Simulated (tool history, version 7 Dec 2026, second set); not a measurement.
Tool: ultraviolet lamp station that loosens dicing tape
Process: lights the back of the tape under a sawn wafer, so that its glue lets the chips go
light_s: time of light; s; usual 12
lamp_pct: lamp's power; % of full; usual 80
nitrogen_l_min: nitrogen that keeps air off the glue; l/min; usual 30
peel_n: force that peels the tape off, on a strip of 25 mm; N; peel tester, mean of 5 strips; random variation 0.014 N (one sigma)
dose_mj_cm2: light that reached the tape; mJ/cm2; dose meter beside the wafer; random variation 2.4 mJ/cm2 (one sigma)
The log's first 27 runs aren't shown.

run   hour  light_s  lamp_pct  nitrogen_l_min  peel_n  dose_mj_cm2
 28  268.3       12        77              11   1.935          187
 29  276.6       12        77              11   1.906          186
 30  286.4        8        91              11   2.748          145
 31  294.0        8        91              11   2.807          141
 32  302.0        8        91              11   2.657          143
 33  314.2        8        91              11   2.632          144
 34  321.8       10        65              13   2.879          129
 35  330.6        7        73              30   2.772          100
 36  339.3       12        80              21   1.360          186
 37  345.7       12        80              21   1.386          186
 38  357.6        9        80              23   2.156          140
 39  364.4       11        68              13   2.586          143
 40  378.5       12        92              20   1.128          207
 41  390.0       12        92              20   1.141          207

Forecast each of these 4 alternatives for the next run:
  A  404.1        7        74              20       ?            ?
  B  404.1       19        87              21       ?            ?
  C  404.1        7        69              14       ?            ?
  D  404.1       16        80              30       ?            ?

run  peel_n  dose_mj_cm2
  A   3.344           99
  B   0.546          314
  C   3.708           88
  D   0.705          240
Without the tool's hidden state the same runs would have given:
run  peel_n  dose_mj_cm2
  A   2.361          135
  B   0.325          430
  C   2.762          121
  D   0.394          329
